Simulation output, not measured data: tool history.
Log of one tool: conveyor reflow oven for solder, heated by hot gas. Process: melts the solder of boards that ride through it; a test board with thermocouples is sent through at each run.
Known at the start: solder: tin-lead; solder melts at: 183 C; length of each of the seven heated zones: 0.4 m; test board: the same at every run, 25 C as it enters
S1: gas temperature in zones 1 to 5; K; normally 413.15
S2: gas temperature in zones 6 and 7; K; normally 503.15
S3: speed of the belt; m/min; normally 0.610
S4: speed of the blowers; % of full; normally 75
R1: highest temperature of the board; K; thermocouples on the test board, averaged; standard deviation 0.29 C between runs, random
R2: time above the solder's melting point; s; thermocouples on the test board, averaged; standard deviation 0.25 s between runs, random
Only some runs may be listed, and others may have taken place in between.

run,hour,S1,S2,S3,S4,R1,R2
1,0.0,413.15,503.15,0.610,75,490.05,60.8
2,78.3,413.15,503.15,0.610,75,489.95,60.1
3,151.8,413.15,503.15,0.610,75,489.55,60.1
4,210.8,420.15,503.15,0.610,75,490.05,63.6
5,278.8,413.15,503.15,0.610,71,487.25,58.5
6,355.3,413.15,503.15,0.610,71,487.55,58.4
# hour 377.9: flux residue cleaned out of gas plates and filters
7,409.5,413.15,503.15,0.610,81,491.15,61.9
8,459.5,420.15,503.15,0.610,81,491.45,65.2
9,515.6,415.15,503.15,0.610,81,491.35,62.7
10,563.3,415.15,503.15,0.610,81,490.55,62.5
11,596.8,415.15,503.15,0.610,81,490.35,62.2
12,635.4,413.15,503.15,0.503,75,493.65,77.9
13,678.7,403.15,498.15,0.619,64,479.65,46.3
14,748.8,404.15,503.15,0.619,89,489.45,57.7
# hour 783.5: thermocouples of zones 6 and 7 changed
15,798.4,422.15,503.15,0.610,75,492.25,65.6
16,870.7,422.15,503.15,0.524,89,496.95,81.7
17,935.7,403.15,503.15,0.623,72,487.35,53.3

Consider 4 possible next runs. They are alternatives, not a sequence: every one starts from the tool as it was left by run 17. What does each give?
A,1012.6,403.15,503.15,0.623,64,?,?
B,1012.6,403.15,510.15,0.522,76,?,?
C,1012.6,424.15,504.15,0.605,72,?,?
D,1012.6,413.15,503.15,0.610,70,?,?

run,R1,R2
A,485.05,50.7
B,499.35,75.6
C,492.15,67.6
D,488.65,59.4
With the hidden condition removed and each run's random variation left untouched, the same runs would have given:
run,R1,R2
A,486.25,51.5
B,500.35,75.6
C,493.15,67.6
D,489.75,59.8
